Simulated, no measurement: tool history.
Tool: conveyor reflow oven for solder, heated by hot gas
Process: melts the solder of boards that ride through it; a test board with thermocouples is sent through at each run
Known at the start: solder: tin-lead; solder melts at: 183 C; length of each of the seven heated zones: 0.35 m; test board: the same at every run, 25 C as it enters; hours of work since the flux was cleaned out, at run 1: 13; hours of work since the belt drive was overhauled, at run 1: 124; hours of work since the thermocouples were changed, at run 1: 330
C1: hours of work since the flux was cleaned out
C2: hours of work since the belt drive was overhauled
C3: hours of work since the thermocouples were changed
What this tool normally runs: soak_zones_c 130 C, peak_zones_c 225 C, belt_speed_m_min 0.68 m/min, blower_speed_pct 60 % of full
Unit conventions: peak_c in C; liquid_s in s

Run 1, hour 0: usual settings; C1 13; C2 124; C3 330. Result: peak_c 200.4 C, liquid_s 28.9 s.
Run 2, hour 12.4: usual settings but belt_speed_m_min 0.61 m/min; C1 19; C2 130; C3 335. Result: peak_c 204.3 C, liquid_s 37.4 s.
Run 3, hour 27.4: usual settings but belt_speed_m_min 0.61 m/min; C1 25; C2 136; C3 341. Result: peak_c 204.6 C, liquid_s 37.4 s.
Run 4, hour 40.4: usual settings but belt_speed_m_min 0.61 m/min; C1 30; C2 141; C3 346. Result: peak_c 204 C, liquid_s 37.4 s.
Run 5, hour 48.6: usual settings but belt_speed_m_min 0.61 m/min; C1 34; C2 145; C3 350. Result: peak_c 204.4 C, liquid_s 37.3 s.
Run 6, hour 56.2: usual settings but belt_speed_m_min 0.61 m/min; C1 37; C2 148; C3 353. Result: peak_c 204.9 C, liquid_s 38 s.
Run 7, hour 69.3: usual settings but belt_speed_m_min 0.644 m/min; C1 42; C2 153; C3 358. Result: peak_c 202.3 C, liquid_s 33 s.
Run 8, hour 81.4: usual settings but belt_speed_m_min 0.644 m/min; C1 47; C2 158; C3 363. Result: peak_c 202.8 C, liquid_s 32.9 s.
Run 9, hour 88.7: usual settings but belt_speed_m_min 0.644 m/min; C1 50; C2 161; C3 366. Result: peak_c 202.4 C, liquid_s 33.6 s.
Run 10, hour 104.1: usual settings but soak_zones_c 127 C, belt_speed_m_min 0.644 m/min; C1 56; C2 168; C3 373. Result: peak_c 201.8 C, liquid_s 32.1 s.
Run 11, hour 120.2: usual settings but soak_zones_c 127 C, belt_speed_m_min 0.644 m/min; C1 63; C2 174; C3 379. Result: peak_c 202 C, liquid_s 31.3 s.
Run 12, hour 128.8: usual settings but soak_zones_c 127 C, belt_speed_m_min 0.644 m/min, blower_speed_pct 73 % of full; C1 67; C2 178; C3 383. Result: peak_c 205.4 C, liquid_s 36.2 s.
Run 13, hour 143.9: usual settings but soak_zones_c 127 C, belt_speed_m_min 0.644 m/min, blower_speed_pct 73 % of full; C1 73; C2 184; C3 389. Result: peak_c 205.6 C, liquid_s 35.9 s.
Run 14, hour 159.6: usual settings but soak_zones_c 127 C, belt_speed_m_min 0.644 m/min, blower_speed_pct 73 % of full; C1 79; C2 190; C3 396. Result: peak_c 204.6 C, liquid_s 35.9 s.
Run 15, hour 172.8: usual settings but soak_zones_c 127 C, belt_speed_m_min 0.644 m/min, blower_speed_pct 73 % of full; C1 85; C2 196; C3 401. Result: peak_c 205.5 C, liquid_s 35.6 s.
Run 16, hour 186: usual settings but soak_zones_c 137 C, belt_speed_m_min 0.644 m/min, blower_speed_pct 83 % of full; C1 90; C2 201; C3 407. Result: peak_c 209.4 C, liquid_s 43.2 s.
Run 17, hour 195.3: usual settings but peak_zones_c 232 C, blower_speed_pct 79 % of full; C1 94; C2 205; C3 410. Result: peak_c 211.1 C, liquid_s 39.5 s.
Run 18, hour 201.8: usual settings but peak_zones_c 218 C, blower_speed_pct 78 % of full; C1 97; C2 208; C3 413. Result: peak_c 199.5 C, liquid_s 29 s.
Run 19, hour 209.5: usual settings but belt_speed_m_min 0.749 m/min; C1 100; C2 211; C3 416. Result: peak_c 196.3 C, liquid_s 21.2 s.
Run 20, hour 222.6: usual settings but belt_speed_m_min 0.749 m/min; C1 105; C2 217; C3 422. Result: peak_c 196.2 C, liquid_s 21.2 s.
Run 21, hour 236.7: usual settings but soak_zones_c 139 C, peak_zones_c 214 C, belt_speed_m_min 0.609 m/min, blower_speed_pct 51 % of full; C1 111; C2 222; C3 428. Result: peak_c 194.1 C, liquid_s 26.1 s.
Run 22, hour 251.8: usual settings but belt_speed_m_min 0.63 m/min, blower_speed_pct 56 % of full; C1 118; C2 229; C3 434. Result: peak_c 201.6 C, liquid_s 32.3 s.
Run 23, hour 262.8: usual settings but peak_zones_c 229 C, belt_speed_m_min 0.54 m/min, blower_speed_pct 79 % of full; C1 122; C2 233; C3 438. Result: peak_c 215.2 C, liquid_s 56.4 s.
Run 24, hour 275.2: usual settings but soak_zones_c 119 C, peak_zones_c 223 C, belt_speed_m_min 0.719 m/min, blower_speed_pct 68 % of full; C1 127; C2 238; C3 443. Result: peak_c 196.1 C, liquid_s 20.8 s.
Run 25, hour 287.5: usual settings but soak_zones_c 138 C, peak_zones_c 231 C, belt_speed_m_min 0.719 m/min, blower_speed_pct 68 % of full; C1 132; C2 243; C3 449. Result: peak_c 207.3 C, liquid_s 36 s.
Run 26, hour 302.2: usual settings but soak_zones_c 138 C, peak_zones_c 231 C, belt_speed_m_min 0.719 m/min, blower_speed_pct 68 % of full; C1 138; C2 249; C3 455. Result: peak_c 206.6 C, liquid_s 35.7 s.
Run 27, hour 309.4: usual settings but belt_speed_m_min 0.575 m/min, blower_speed_pct 88 % of full; C1 141; C2 252; C3 458. Result: peak_c 211.6 C, liquid_s 49.3 s.
Run 28, hour 319.2: usual settings but soak_zones_c 128 C, belt_speed_m_min 0.79 m/min; C1 145; C2 256; C3 462. Result: peak_c 193.1 C, liquid_s 15.2 s.
Run 29, hour 326.8: usual settings but soak_zones_c 128 C, belt_speed_m_min 0.79 m/min; C1 149; C2 260; C3 465. Result: peak_c 193.6 C, liquid_s 15.1 s.
Run 30, hour 342: usual settings but belt_speed_m_min 0.575 m/min, blower_speed_pct 52 % of full; C1 155; C2 266; C3 471. Result: peak_c 203.2 C, liquid_s 38.6 s.

What would each run have given without the hidden state, its run-to-run variation left as it was?
The hidden state here: heat that the gas passes to the board, % of a clean oven's; belt's true speed, % of the reading; true gas temperature in zones 6 and 7 over the reading, C; drift of the gauge itself on peak_c, C; drift of the gauge itself on liquid_s, %.
run  peak_c  liquid_s
  1   201.7      30.3
  2   205.7      38.8
  3     206      38.9
  4   205.4      38.9
  5   205.8      38.8
  6   206.4      39.5
  7   203.8      34.6
  8   204.3      34.5
  9     204      35.2
 10   203.4      33.8
 11   203.6        33
 12   207.1      37.8
 13   207.4      37.6
 14   206.4      37.6
 15   207.4      37.3
 16   211.2      44.7
 17   213.1      40.9
 18   201.4      31.1
 19   198.1      23.3
 20     198      23.2
 21   195.8      28.9
 22   203.5      34.4
 23   217.2      57.9
 24   198.2      23.2
 25   209.4      37.6
 26   208.7      37.4
 27   213.9        51
 28   195.2      17.7
 29   195.7      17.5
 30   205.2      40.8

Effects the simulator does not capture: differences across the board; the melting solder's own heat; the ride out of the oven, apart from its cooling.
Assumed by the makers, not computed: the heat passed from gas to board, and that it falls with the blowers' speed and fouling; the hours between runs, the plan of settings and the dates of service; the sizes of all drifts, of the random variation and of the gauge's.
